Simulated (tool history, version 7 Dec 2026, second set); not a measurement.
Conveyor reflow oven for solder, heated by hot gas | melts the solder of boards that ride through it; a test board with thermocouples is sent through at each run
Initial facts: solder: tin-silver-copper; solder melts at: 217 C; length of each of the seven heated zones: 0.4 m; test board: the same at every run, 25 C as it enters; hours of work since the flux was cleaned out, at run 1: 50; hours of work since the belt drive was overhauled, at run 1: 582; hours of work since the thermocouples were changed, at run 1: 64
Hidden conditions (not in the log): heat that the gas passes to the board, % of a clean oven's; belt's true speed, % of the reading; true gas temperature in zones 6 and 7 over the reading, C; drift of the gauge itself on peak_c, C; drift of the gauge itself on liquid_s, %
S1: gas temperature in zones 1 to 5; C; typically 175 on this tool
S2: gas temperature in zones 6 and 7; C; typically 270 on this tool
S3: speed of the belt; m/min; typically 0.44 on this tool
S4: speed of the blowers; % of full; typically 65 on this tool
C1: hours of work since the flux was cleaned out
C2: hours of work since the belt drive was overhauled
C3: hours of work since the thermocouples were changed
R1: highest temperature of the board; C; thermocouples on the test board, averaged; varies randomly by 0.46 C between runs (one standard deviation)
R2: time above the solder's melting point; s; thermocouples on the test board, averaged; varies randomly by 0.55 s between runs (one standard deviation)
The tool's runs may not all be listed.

run,hour,S1,S2,S3,S4,C1,C2,C3,R1,R2
1,0,175,270,0.44,65,50,582,64,252.3,84.3
2,15.8,175,270,0.44,65,57,589,70,253.2,83.7
3,34.1,184,270,0.44,65,64,596,78,255.3,90.6
4,46.4,184,270,0.44,65,69,601,83,254.9,90.5
5,58.6,184,270,0.44,65,74,606,88,255.4,90.2
6,72,175,270,0.44,65,80,612,93,253.2,83.7
7,89.8,175,270,0.44,65,87,619,101,253.5,83.7
# hour 96.4: flux residue cleaned out of gas plates and filters
8,107.8,175,270,0.378,65,5,625,106,257.8,105.2
9,117.1,175,270,0.378,65,8,628,110,257.7,103.3
10,129.2,175,270,0.44,65,13,633,115,253.2,83.9
11,138.5,175,270,0.44,65,17,637,119,253,83.1
12,150.2,175,270,0.435,66,22,642,124,253.7,85
13,163.6,175,270,0.441,65,28,647,129,252.7,83.2
14,182.9,171,270,0.44,65,35,655,137,252.8,80.4
15,203.3,162,265,0.418,88,44,664,145,254.4,84.9
16,221.7,162,278,0.43,88,51,671,153,264.5,92
# hour 228.6: flux residue cleaned out of gas plates and filters, once more
17,244.4,162,278,0.43,88,6,679,160,265.4,91.6
18,267,162,278,0.43,88,16,688,169,265.1,93
19,282.3,176,278,0.43,81,22,694,176,265.9,98.5
20,292.4,175,278,0.404,81,26,698,180,266.4,105.9
21,304.3,185,270,0.513,65,31,703,185,250.4,71.9

Predict each of these 4 candidate next runs independently; none follows another, all start after run 21:
# hour 311.2: belt drive overhauled, speed set with a stopwatch
A,321.8,175,277,0.435,66,37,4,190,?,?
# hour 311.2: belt drive overhauled, speed set with a stopwatch
B,321.8,185,269,0.51,65,37,4,190,?,?
# hour 311.2: belt drive overhauled, speed set with a stopwatch
C,321.8,174,276,0.44,80,37,4,190,?,?
# hour 311.2: belt drive overhauled, speed set with a stopwatch
D,321.8,175,270,0.44,81,37,4,190,?,?

run,R1,R2
A,259.4,89.7
B,249.4,69.3
C,262.3,90
D,257.3,87.1
Without the tool's hidden state the same runs would have given:
run,R1,R2
A,259,89.6
B,249.1,69.2
C,261.9,90
D,256.9,87
